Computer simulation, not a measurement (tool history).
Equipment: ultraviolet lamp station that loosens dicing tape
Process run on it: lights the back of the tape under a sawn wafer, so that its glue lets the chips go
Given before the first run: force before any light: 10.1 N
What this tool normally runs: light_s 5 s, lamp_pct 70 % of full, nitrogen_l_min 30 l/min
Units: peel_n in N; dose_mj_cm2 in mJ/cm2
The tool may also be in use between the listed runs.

Run 1, hour 0.0: usual settings. Result: peel_n 1.230 N, dose_mj_cm2 247 mJ/cm2.
Run 2, hour 21.3: usual settings but light_s 8 s. Result: peel_n 0.417 N, dose_mj_cm2 399 mJ/cm2.
Run 3, hour 44.9: usual settings but light_s 8 s, lamp_pct 62 % of full. Result: peel_n 0.566 N, dose_mj_cm2 345 mJ/cm2.
Run 4, hour 62.0: usual settings but light_s 8 s. Result: peel_n 0.424 N, dose_mj_cm2 388 mJ/cm2.
Run 5, hour 81.5: usual settings but lamp_pct 68 % of full. Result: peel_n 1.338 N, dose_mj_cm2 232 mJ/cm2.
Run 6, hour 94.4: usual settings but lamp_pct 68 % of full. Result: peel_n 1.389 N, dose_mj_cm2 234 mJ/cm2.
Run 7, hour 110.4: usual settings but lamp_pct 68 % of full. Result: peel_n 1.430 N, dose_mj_cm2 233 mJ/cm2.
Run 8, hour 132.3: usual settings but light_s 4 s, lamp_pct 88 % of full, nitrogen_l_min 12 l/min. Result: peel_n 2.370 N, dose_mj_cm2 235 mJ/cm2.
Run 9, hour 154.5: usual settings but light_s 2 s, lamp_pct 65 % of full, nitrogen_l_min 57 l/min. Result: peel_n 4.049 N, dose_mj_cm2 86 mJ/cm2.
At hour 181.7: window cleaned of glue's vapour.
Run 10, hour 183.3: usual settings but light_s 3 s, lamp_pct 99 % of full, nitrogen_l_min 14 l/min. Result: peel_n 2.505 N, dose_mj_cm2 216 mJ/cm2.

The next listed run, before its measurement:
Run 11, hour 210.8: usual settings but light_s 3 s, lamp_pct 73 % of full, nitrogen_l_min 36 l/min. Result: peel_n ?, dose_mj_cm2 ?.

peel_n: 2.416 N
dose_mj_cm2: 161 mJ/cm2
Take away the tool's hidden state, keep the run-to-run variation as it was, and the same run would have given peel_n 1.832 N, dose_mj_cm2 192 mJ/cm2.

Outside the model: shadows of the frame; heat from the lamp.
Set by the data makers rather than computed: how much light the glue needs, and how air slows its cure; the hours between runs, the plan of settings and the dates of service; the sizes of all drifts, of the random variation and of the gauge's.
